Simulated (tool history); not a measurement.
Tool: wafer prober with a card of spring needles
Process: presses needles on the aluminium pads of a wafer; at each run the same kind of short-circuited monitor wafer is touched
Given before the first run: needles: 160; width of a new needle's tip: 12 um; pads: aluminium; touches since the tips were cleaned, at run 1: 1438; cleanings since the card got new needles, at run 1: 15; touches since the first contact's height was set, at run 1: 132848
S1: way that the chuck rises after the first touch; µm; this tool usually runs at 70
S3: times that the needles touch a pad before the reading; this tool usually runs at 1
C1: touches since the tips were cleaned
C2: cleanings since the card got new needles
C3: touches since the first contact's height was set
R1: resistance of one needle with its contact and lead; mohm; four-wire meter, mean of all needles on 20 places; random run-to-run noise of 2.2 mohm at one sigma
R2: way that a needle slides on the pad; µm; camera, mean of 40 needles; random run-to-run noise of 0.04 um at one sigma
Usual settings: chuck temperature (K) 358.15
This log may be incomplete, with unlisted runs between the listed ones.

run 1 hour=0 | S1=70 chuck_temperature_(K)=358.15 S3=1 | C1=1438 C2=15 C3=132848 | R1=271 R2=18.46
-- hour=12 tips cleaned on abrasive film
run 2 hour=18.6 | S1=70 chuck_temperature_(K)=358.15 S3=1 | C1=3647 C2=16 C3=143090 | R1=282 R2=18.35
-- hour=27.1 tips cleaned on abrasive film
-- hour=28.8 height of the first contact set anew
-- hour=41.7 tips cleaned on abrasive film
run 3 hour=42.1 | S1=63 chuck_temperature_(K)=358.15 S3=1 | C1=210 C2=18 C3=7292 | R1=255 R2=16.09
-- hour=57.7 tips cleaned on abrasive film
run 4 hour=67 | S1=63 chuck_temperature_(K)=358.15 S3=1 | C1=5185 C2=19 C3=21064 | R1=284 R2=16.09
-- hour=73.9 tips cleaned on abrasive film
run 5 hour=87.3 | S1=70 chuck_temperature_(K)=358.15 S3=1 | C1=7463 C2=20 C3=32271 | R1=285 R2=17.88
-- hour=89.1 tips cleaned on abrasive film
run 6 hour=101.7 | S1=70 chuck_temperature_(K)=358.15 S3=1 | C1=6987 C2=21 C3=40171 | R1=284 R2=17.9
-- hour=104.2 tips cleaned on abrasive film
run 7 hour=113.6 | S1=70 chuck_temperature_(K)=358.15 S3=1 | C1=5223 C2=22 C3=46734 | R1=283 R2=17.86
-- hour=119.4 height of the first contact set anew, once more
-- hour=119.5 tips cleaned on abrasive film
run 8 hour=132.5 | S1=70 chuck_temperature_(K)=314.15 S3=1 | C1=7225 C2=23 C3=7225 | R1=279 R2=18.76
-- hour=133.8 tips cleaned on abrasive film
-- hour=148.5 tips cleaned on abrasive film
run 9 hour=151 | S1=70 chuck_temperature_(K)=314.15 S3=1 | C1=1394 C2=25 C3=17381 | R1=255 R2=18.85
-- hour=162.9 tips cleaned on abrasive film
run 10 hour=175.4 | S1=70 chuck_temperature_(K)=314.15 S3=2 | C1=6944 C2=26 C3=30826 | R1=258 R2=18.74
-- hour=177.4 tips cleaned on abrasive film
-- hour=192.2 tips cleaned on abrasive film
run 11 hour=195.4 | S1=70 chuck_temperature_(K)=314.15 S3=2 | C1=1822 C2=28 C3=41820 | R1=252 R2=18.64
-- hour=207.9 tips cleaned on abrasive film
run 12 hour=212 | S1=70 chuck_temperature_(K)=314.15 S3=2 | C1=2311 C2=29 C3=50963 | R1=251 R2=18.71
-- hour=223.3 tips cleaned on abrasive film
run 13 hour=227.2 | S1=70 chuck_temperature_(K)=358.15 S3=1 | C1=2180 C2=30 C3=59327 | R1=272 R2=18.53
-- hour=238.1 tips cleaned on abrasive film
run 14 hour=240.7 | S1=70 chuck_temperature_(K)=358.15 S3=1 | C1=1394 C2=31 C3=66704 | R1=269 R2=18.6
-- hour=253.3 tips cleaned on abrasive film
run 15 hour=263.2 | S1=70 chuck_temperature_(K)=358.15 S3=2 | C1=5470 C2=32 C3=79124 | R1=269 R2=18.58
-- hour=267.7 tips cleaned on abrasive film
run 16 hour=278.9 | S1=69 chuck_temperature_(K)=358.15 S3=2 | C1=6183 C2=33 C3=87776 | R1=269 R2=18.25
-- hour=282.1 tips cleaned on abrasive film
-- hour=296.8 tips cleaned on abrasive film
run 17 hour=298.3 | S1=64 chuck_temperature_(K)=358.15 S3=1 | C1=804 C2=35 C3=98400 | R1=261 R2=16.81
-- hour=311.1 tips cleaned on abrasive film
run 18 hour=311.1 | S1=64 chuck_temperature_(K)=302.15 S3=1 | C1=0 C2=36 C3=105464 | R1=239 R2=16.76
-- hour=325.8 tips cleaned on abrasive film
run 19 hour=325.8 | S1=58 chuck_temperature_(K)=341.15 S3=1 | C1=0 C2=37 C3=113526 | R1=254 R2=15.11
-- hour=339.9 tips cleaned on abrasive film
run 20 hour=340.3 | S1=69 chuck_temperature_(K)=303.15 S3=2 | C1=209 C2=38 C3=121506 | R1=240 R2=18.03
-- hour=356.1 tips cleaned on abrasive film
run 21 hour=364.8 | S1=69 chuck_temperature_(K)=303.15 S3=2 | C1=4825 C2=39 C3=135038 | R1=255 R2=18.11
-- hour=370.3 tips cleaned on abrasive film
-- hour=385.5 tips cleaned on abrasive film
-- hour=389.3 height of the first contact set anew
run 22 hour=391.4 | S1=55 chuck_temperature_(K)=303.15 S3=2 | C1=3119 C2=41 C3=1156 | R1=256 R2=14.82
-- hour=401.9 tips cleaned on abrasive film
run 23 hour=403 | S1=68 chuck_temperature_(K)=303.15 S3=2 | C1=560 C2=42 C3=7507 | R1=242 R2=18.27
-- hour=416.7 tips cleaned on abrasive film
run 24 hour=416.7 | S1=61 chuck_temperature_(K)=312.15 S3=2 | C1=0 C2=43 C3=15064 | R1=240 R2=16.35
-- hour=430.8 tips cleaned on abrasive film
run 25 hour=441.4 | S1=61 chuck_temperature_(K)=312.15 S3=2 | C1=5886 C2=44 C3=28725 | R1=260 R2=16.3
-- hour=445.3 tips cleaned on abrasive film
run 26 hour=452.7 | S1=79 chuck_temperature_(K)=346.15 S3=1 | C1=4090 C2=45 C3=34883 | R1=273 R2=21.05
-- hour=461.5 tips cleaned on abrasive film
run 27 hour=469.2 | S1=57 chuck_temperature_(K)=323.15 S3=1 | C1=4314 C2=46 C3=44017 | R1=287 R2=15.15
-- hour=477.3 tips cleaned on abrasive film
run 28 hour=480.6 | S1=57 chuck_temperature_(K)=323.15 S3=1 | C1=1847 C2=47 C3=50254 | R1=266 R2=15.13
-- hour=492.4 tips cleaned on abrasive film
run 29 hour=499.1 | S1=54 chuck_temperature_(K)=323.15 S3=2 | C1=3725 C2=48 C3=60474 | R1=271 R2=14.39
-- hour=506.9 tips cleaned on abrasive film
run 30 hour=513.9 | S1=54 chuck_temperature_(K)=323.15 S3=2 | C1=3892 C2=49 C3=68613 | R1=271 R2=14.31
-- hour=521.2 tips cleaned on abrasive film
-- hour=535.7 tips cleaned on abrasive film
run 31 hour=540.3 | S1=56 chuck_temperature_(K)=358.15 S3=2 | C1=2551 C2=51 C3=83123 | R1=273 R2=14.72
-- hour=550 tips cleaned on abrasive film
run 32 hour=562.3 | S1=70 chuck_temperature_(K)=337.15 S3=1 | C1=6841 C2=52 C3=95272 | R1=281 R2=18.45

Consider 4 possible next runs. They are alternatives, not a sequence: every one starts from the tool as it was left by run 32. What does each give?
-- hour=564.7 tips cleaned on abrasive film
run A hour=575.9 | S1=70 chuck_temperature_(K)=359.15 S3=1 | C1=6172 C2=53 C3=102700 | R1=? R2=?
-- hour=564.7 tips cleaned on abrasive film
run B hour=575.9 | S1=66 chuck_temperature_(K)=358.15 S3=1 | C1=6172 C2=53 C3=102700 | R1=? R2=?
-- hour=564.7 tips cleaned on abrasive film
run C hour=575.9 | S1=62 chuck_temperature_(K)=309.15 S3=1 | C1=6172 C2=53 C3=102700 | R1=? R2=?
-- hour=564.7 tips cleaned on abrasive film
run D hour=575.9 | S1=51 chuck_temperature_(K)=342.15 S3=2 | C1=6172 C2=53 C3=102700 | R1=? R2=?

run=A R1=284 R2=18.49
run=B R1=284 R2=17.36
run=C R1=281 R2=16.31
run=D R1=280 R2=13.37
Without the tool's unlogged condition, the same runs would have read:
run=A R1=254 R2=18.87
run=B R1=251 R2=17.73
run=C R1=239 R2=16.68
run=D R1=246 R2=13.74
